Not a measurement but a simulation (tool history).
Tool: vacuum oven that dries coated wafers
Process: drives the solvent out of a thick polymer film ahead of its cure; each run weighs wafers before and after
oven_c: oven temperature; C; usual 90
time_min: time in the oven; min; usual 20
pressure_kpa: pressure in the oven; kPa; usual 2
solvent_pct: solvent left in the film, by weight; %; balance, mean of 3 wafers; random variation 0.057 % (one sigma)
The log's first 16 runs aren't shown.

| run | hour | oven_c | time_min | pressure_kpa | hours of work since the thermocouples were calibrated | hours of work since the vacuum gauge was cleaned of residue | solvent_pct |
|---|---|---|---|---|---|---|---|
| 17 | 519.1 | 90 | 20 | 1.21 | 1408 | 1451 | 2.4 |
| 18 | 542.8 | 85 | 27 | 3.86 | 1424 | 1466 | 3.67 |
| 19 | 586 | 85 | 27 | 3.86 | 1452 | 1495 | 3.63 |
| 20 | 639.5 | 92 | 28 | 6.97 | 1487 | 1530 | 3.42 |
| 21 | 665.4 | 98 | 19 | 4.62 | 1504 | 1546 | 2.27 |
| 22 | 711.2 | 98 | 19 | 4.62 | 1534 | 1576 | 2.19 |
| 23 | 755.1 | 85 | 35 | 1.91 | 1563 | 1605 | 2.03 |
| 24 | 795.8 | 97 | 22 | 1.05 | 1590 | 1632 | 0.93 |
| 25 | 840.2 | 100 | 20 | 2 | 1619 | 1661 | 1.09 |
|  | 868.2 | oven's thermocouples calibrated |
| 26 | 878.2 | 100 | 20 | 2 | 7 | 1684 | 1.06 |
| 27 | 931.6 | 104 | 20 | 3.14 | 41 | 1719 | 0.99 |
| 28 | 960.8 | 90 | 10 | 1.15 | 61 | 1738 | 5.17 |
| 29 | 988.6 | 90 | 10 | 3.28 | 79 | 1757 | 5.8 |
| 30 | 1013.3 | 97 | 35 | 5.48 | 95 | 1773 | 1.96 |
| 31 | 1053.6 | 80 | 35 | 6.52 | 121 | 1799 | 5.75 |
| 32 | 1083 | 101 | 13 | 4.73 | 141 | 1818 | 2.68 |
| 33 | 1120.5 | 90 | 13 | 2 | 165 | 1843 | 4.45 |

Forecast each of these 3 alternatives for the next run:
| A | 1144.7 | 76 | 18 | 2.48 | 181 | 1859 | ? |
| B | 1144.7 | 90 | 20 | 4.9 | 181 | 1859 | ? |
| C | 1144.7 | 103 | 33 | 5.1 | 181 | 1859 | ? |

| run | solvent_pct |
|---|---|
| A | 7.03 |
| B | 3.84 |
| C | 1.41 |
Without the tool's hidden state the same runs would have given:
| run | solvent_pct |
|---|---|
| A | 7.01 |
| B | 3.83 |
| C | 1.4 |
